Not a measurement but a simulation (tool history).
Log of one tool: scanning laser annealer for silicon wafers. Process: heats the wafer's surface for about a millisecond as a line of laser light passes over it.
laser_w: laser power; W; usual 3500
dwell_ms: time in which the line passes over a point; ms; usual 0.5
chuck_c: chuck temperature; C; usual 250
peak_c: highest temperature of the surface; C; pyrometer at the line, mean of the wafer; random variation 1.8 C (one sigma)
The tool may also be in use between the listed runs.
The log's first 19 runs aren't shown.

run 20 day=5.067 | laser_w=3335 dwell_ms=0.616 chuck_c=265 | peak_c=1059
run 21 day=5.238 | laser_w=3335 dwell_ms=0.616 chuck_c=265 | peak_c=1059
run 22 day=5.525 | laser_w=3500 dwell_ms=0.356 chuck_c=273 | peak_c=892
run 23 day=5.933 | laser_w=3545 dwell_ms=0.4 chuck_c=250 | peak_c=919
run 24 day=6.308 | laser_w=3545 dwell_ms=0.4 chuck_c=250 | peak_c=918
run 25 day=6.546 | laser_w=3636 dwell_ms=0.5 chuck_c=250 | peak_c=1021
run 26 day=6.729 | laser_w=3434 dwell_ms=0.5 chuck_c=286 | peak_c=1014
run 27 day=6.904 | laser_w=3727 dwell_ms=0.604 chuck_c=232 | peak_c=1108
run 28 day=7.146 | laser_w=3626 dwell_ms=0.604 chuck_c=218 | peak_c=1070
run 29 day=7.479 | laser_w=3740 dwell_ms=0.521 chuck_c=218 | peak_c=1033
run 30 day=7.854 | laser_w=3740 dwell_ms=0.521 chuck_c=218 | peak_c=1031
run 31 day=8.221 | laser_w=3500 dwell_ms=0.473 chuck_c=250 | peak_c=971
run 32 day=8.6 | laser_w=3500 dwell_ms=0.473 chuck_c=282 | peak_c=1004
run 33 day=8.925 | laser_w=3679 dwell_ms=0.396 chuck_c=244 | peak_c=936
run 34 day=9.15 | laser_w=3435 dwell_ms=0.604 chuck_c=232 | peak_c=1040
run 35 day=9.454 | laser_w=3526 dwell_ms=0.5 chuck_c=250 | peak_c=999
run 36 day=9.638 | laser_w=3526 dwell_ms=0.5 chuck_c=216 | peak_c=968

Forecast each of these 3 alternatives for the next run:
run A day=9.812 | laser_w=3043 dwell_ms=0.399 chuck_c=258 | peak_c=?
run B day=9.812 | laser_w=3500 dwell_ms=0.5 chuck_c=226 | peak_c=?
run C day=9.812 | laser_w=3590 dwell_ms=0.602 chuck_c=278 | peak_c=?

run=A peak_c=833
run=B peak_c=972
run=C peak_c=1121
Without the tool's hidden state the same runs would have given:
run=A peak_c=834
run=B peak_c=972
run=C peak_c=1122
